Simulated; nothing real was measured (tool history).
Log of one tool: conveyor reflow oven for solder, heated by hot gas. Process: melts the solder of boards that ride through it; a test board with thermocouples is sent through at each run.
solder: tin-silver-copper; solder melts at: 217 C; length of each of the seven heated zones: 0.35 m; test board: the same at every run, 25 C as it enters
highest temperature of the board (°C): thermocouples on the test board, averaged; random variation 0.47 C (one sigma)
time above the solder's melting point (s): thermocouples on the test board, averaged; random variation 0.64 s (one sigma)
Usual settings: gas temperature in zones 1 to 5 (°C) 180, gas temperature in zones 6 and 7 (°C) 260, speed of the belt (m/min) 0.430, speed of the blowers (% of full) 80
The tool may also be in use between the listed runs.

run,hour,gas temperature in zones 1 to 5 (°C),gas temperature in zones 6 and 7 (°C),speed of the belt (m/min),speed of the blowers (% of full),highest temperature of the board (°C),time above the solder's melting point (s)
1,0.0,180,260,0.430,80,250.5,75.5
2,26.4,180,260,0.430,80,250.0,77.3
# hour 47.8: belt drive overhauled, speed set with a stopwatch
3,70.2,180,260,0.430,80,250.4,77.4
# hour 82.1: flux residue cleaned out of gas plates and filters
4,114.6,180,260,0.430,80,250.9,76.3
5,163.4,180,260,0.392,80,252.2,86.1
6,186.4,180,260,0.392,80,251.7,86.2
7,229.3,180,260,0.430,80,251.5,76.5
8,255.0,180,260,0.430,80,250.2,76.4
9,279.6,180,260,0.430,80,250.2,76.9
10,299.5,180,260,0.430,80,251.1,76.4
11,320.7,188,268,0.430,80,259.2,86.1
12,351.6,188,267,0.403,86,258.6,93.8
13,392.7,195,267,0.442,86,258.5,86.4
14,422.9,195,267,0.425,78,258.6,91.4
15,450.2,195,249,0.465,78,240.6,69.6
16,481.1,195,249,0.465,78,240.3,69.8
17,516.9,193,263,0.430,55,251.4,83.2
18,559.2,178,260,0.430,80,250.7,75.7
19,590.4,178,252,0.483,59,236.1,50.5

3 ways to go on from here, each from the tool as it stands after run 19. What would each give?
A,630.4,178,252,0.351,73,?,?
B,630.4,180,260,0.378,80,?,?
C,630.4,178,259,0.474,55,?,?

run,highest temperature of the board (°C),time above the solder's melting point (s)
A,245.8,91.1
B,252.3,90.2
C,242.8,58.8
Without the tool's hidden state the same runs would have given:
run,highest temperature of the board (°C),time above the solder's melting point (s)
A,246.2,91.6
B,252.7,90.6
C,243.2,59.4
